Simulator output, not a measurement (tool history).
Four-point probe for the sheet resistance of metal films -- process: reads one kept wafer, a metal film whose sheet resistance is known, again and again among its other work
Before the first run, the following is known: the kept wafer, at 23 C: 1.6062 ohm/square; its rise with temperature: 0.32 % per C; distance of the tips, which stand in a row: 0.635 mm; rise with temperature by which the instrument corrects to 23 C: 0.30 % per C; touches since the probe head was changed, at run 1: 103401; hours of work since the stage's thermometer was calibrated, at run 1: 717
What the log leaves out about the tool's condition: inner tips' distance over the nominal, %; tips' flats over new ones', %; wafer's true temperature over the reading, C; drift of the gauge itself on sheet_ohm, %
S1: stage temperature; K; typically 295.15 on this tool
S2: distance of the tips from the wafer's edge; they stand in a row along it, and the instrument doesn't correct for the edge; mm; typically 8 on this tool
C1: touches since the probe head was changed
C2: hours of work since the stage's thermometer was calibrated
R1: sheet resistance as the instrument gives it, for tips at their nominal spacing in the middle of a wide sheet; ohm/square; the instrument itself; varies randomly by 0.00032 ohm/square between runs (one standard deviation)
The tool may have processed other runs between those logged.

Run 1, day 0.000: usual settings; C1 103401; C2 717. Result: R1 1.611154 ohm/square.
Run 2, day 1.504: usual settings but S2 14 mm; C1 104969; C2 742. Result: R1 1.608183 ohm/square.
At day 2.958: new probe head fitted.
Run 3, day 4.000: usual settings but S2 14 mm; C1 1088; C2 783. Result: R1 1.607576 ohm/square.
Run 4, day 6.358: usual settings but S2 14 mm; C1 3545; C2 822. Result: R1 1.607936 ohm/square.
Run 5, day 8.667: usual settings but S1 307.15 K; C1 5955; C2 860. Result: R1 1.615286 ohm/square.
Run 6, day 11.483: usual settings but S1 307.15 K; C1 8893; C2 907. Result: R1 1.614723 ohm/square.
Run 7, day 12.879: usual settings but S1 307.15 K; C1 10349; C2 931. Result: R1 1.614837 ohm/square.
Run 8, day 15.304: usual settings but S1 307.15 K; C1 12876; C2 971. Result: R1 1.614314 ohm/square.
Run 9, day 18.096: usual settings but S2 3 mm; C1 15789; C2 1018. Result: R1 1.644355 ohm/square.
Run 10, day 19.658: usual settings but S2 7 mm; C1 17422; C2 1044. Result: R1 1.613259 ohm/square.
Run 11, day 22.292: usual settings but S1 293.15 K, S2 64 mm; C1 20168; C2 1088. Result: R1 1.605295 ohm/square.
Run 12, day 24.408: usual settings but S1 293.15 K, S2 64 mm; C1 22373; C2 1123. Result: R1 1.605382 ohm/square.
Run 13, day 27.112: usual settings but S1 293.15 K, S2 5 mm; C1 25197; C2 1168. Result: R1 1.619778 ohm/square.
Run 14, day 29.004: usual settings but S1 293.15 K, S2 5 mm; C1 27168; C2 1200. Result: R1 1.619306 ohm/square.
Run 15, day 30.433: usual settings but S1 294.15 K, S2 5 mm; C1 28658; C2 1224. Result: R1 1.620075 ohm/square.
Run 16, day 32.071: usual settings but S1 306.15 K, S2 3 mm; C1 30368; C2 1251. Result: R1 1.646917 ohm/square.
Run 17, day 33.971: usual settings but S2 5 mm; C1 32348; C2 1283. Result: R1 1.619959 ohm/square.
Run 18, day 36.567: usual settings but S1 307.15 K, S2 7 mm; C1 35056; C2 1326. Result: R1 1.616539 ohm/square.
Run 19, day 37.792: usual settings but S1 307.15 K, S2 7 mm; C1 36334; C2 1346. Result: R1 1.615978 ohm/square.
Run 20, day 40.429: usual settings but S1 293.15 K, S2 32 mm; C1 39087; C2 1390. Result: R1 1.606029 ohm/square.

Across each entry between runs, compare the hidden state at the last listed run before it with the hidden state at the first listed run after it:
Logged between run 2 and run 3: new probe head fitted (day 2.958)
  inner tips' distance over the nominal, %: 0.02 -> 0.01; tips' flats over new ones', %: 4 -> 0

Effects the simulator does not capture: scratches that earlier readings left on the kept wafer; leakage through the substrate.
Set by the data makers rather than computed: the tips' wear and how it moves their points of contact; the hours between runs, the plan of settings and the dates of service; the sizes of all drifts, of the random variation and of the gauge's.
